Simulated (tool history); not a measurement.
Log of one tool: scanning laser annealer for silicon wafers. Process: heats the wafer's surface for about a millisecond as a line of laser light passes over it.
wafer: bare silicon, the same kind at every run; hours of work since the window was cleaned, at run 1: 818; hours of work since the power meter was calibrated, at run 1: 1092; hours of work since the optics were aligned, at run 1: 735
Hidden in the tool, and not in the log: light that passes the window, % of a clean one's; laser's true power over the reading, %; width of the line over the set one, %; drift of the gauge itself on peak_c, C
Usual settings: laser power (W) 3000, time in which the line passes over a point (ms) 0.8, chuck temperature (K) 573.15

run,day,laser power (W),time in which the line passes over a point (ms),chuck temperature (K),hours of work since the window was cleaned,hours of work since the power meter was calibrated,hours of work since the optics were aligned,highest temperature of the surface (K)
1,0,3000,0.8,573.15,818,1092,735,1317.15
2,1.675,3000,0.8,573.15,844,1117,761,1314.15
3,3.325,3000,0.8,573.15,868,1142,785,1310.15
# day 4.196: window over the wafer cleaned
4,5.688,3000,0.8,573.15,22,1176,820,1354.15
5,7.046,3000,0.82,573.15,43,1197,840,1365.15
6,9.317,3000,0.8,610.15,77,1231,874,1392.15
7,10.583,3000,0.8,610.15,96,1250,893,1390.15
8,11.567,3000,0.8,610.15,111,1265,908,1390.15
# day 11.962: optics aligned, line set to its width
9,13.842,3000,0.8,557.15,142,1296,28,1330.15
10,15.892,3000,0.8,557.15,173,1327,59,1324.15
11,17.675,3016,0.8,573.15,200,1354,86,1347.15
12,19.358,3016,0.8,573.15,225,1379,111,1342.15
13,21.358,3124,0.84,572.15,255,1409,141,1400.15
# day 22.296: optics aligned, line set to its width, once more
14,23.267,3145,0.721,560.15,280,1435,15,1333.15
15,25.058,2619,0.764,602.15,307,1461,42,1250.15
16,27.208,2898,0.8,542.15,340,1494,74,1288.15
17,29.35,2898,0.8,542.15,372,1526,106,1284.15
18,31.304,2898,0.8,542.15,401,1555,135,1283.15
19,33.433,2566,0.658,573.15,433,1587,167,1150.15
20,35.475,2707,0.658,593.15,464,1618,198,1202.15
21,37.067,2624,0.8,608.15,488,1642,222,1267.15
22,39.204,2624,0.821,607.15,520,1674,254,1272.15
23,40.5,2924,0.8,588.15,540,1694,274,1330.15

3 ways to go on from here, each from the tool as it stands after run 23. What would each give?
A,42.125,2568,0.8,585.15,564,1718,298,?
B,42.125,2606,0.672,547.15,564,1718,298,?
C,42.125,2896,0.8,544.15,564,1718,298,?

run,highest temperature of the surface (K)
A,1220.15
B,1133.15
C,1278.15
Without the tool's hidden state the same runs would have given:
run,highest temperature of the surface (K)
A,1241.15
B,1152.15
C,1301.15
